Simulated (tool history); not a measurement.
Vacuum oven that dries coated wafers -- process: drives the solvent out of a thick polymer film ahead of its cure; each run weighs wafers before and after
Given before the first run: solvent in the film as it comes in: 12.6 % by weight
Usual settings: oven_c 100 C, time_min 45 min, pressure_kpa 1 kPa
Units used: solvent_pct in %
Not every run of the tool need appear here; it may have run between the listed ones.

run,hour,oven_c,time_min,pressure_kpa,solvent_pct
1,0,100,45,1,0.84
2,53.7,100,45,1,0.85
3,130.8,100,45,1,0.87
4,167.1,100,45,3.6,1.67
5,235.4,100,45,1,0.88
6,289.7,100,45,1,0.91
7,338.3,100,45,1,0.9
8,408.7,100,45,1,0.92
9,485.4,100,50,1,0.78
10,565,100,45,1,0.94
11,638.4,93,50,0.66,1.5
12,704.1,93,50,2.39,2.15
13,760.3,108,42,2.6,0.87
14,823.2,102,40,0.82,0.9
15,896.3,102,40,0.82,0.9
16,975.6,102,26,0.97,1.89
17,1035.7,108,62,3.55,1.02
18,1096.6,94,30,2.99,3.64
19,1134.6,107,44,1,0.53
20,1211.8,105,42,1,0.69

Here are 5 independent what-if runs from the current tool condition. What would each one return?
A,1249.9,96,45,1,?
B,1249.9,96,79,1.58,?
C,1249.9,87,31,2.48,?
D,1249.9,85,42,1,?
E,1249.9,105,42,2.31,?

run,solvent_pct
A,1.54
B,0.98
C,5.03
D,3.93
E,1.03
Without the tool's unlogged condition, the same runs would have read:
run,solvent_pct
A,1.08
B,0.65
C,4.37
D,3.23
E,0.74
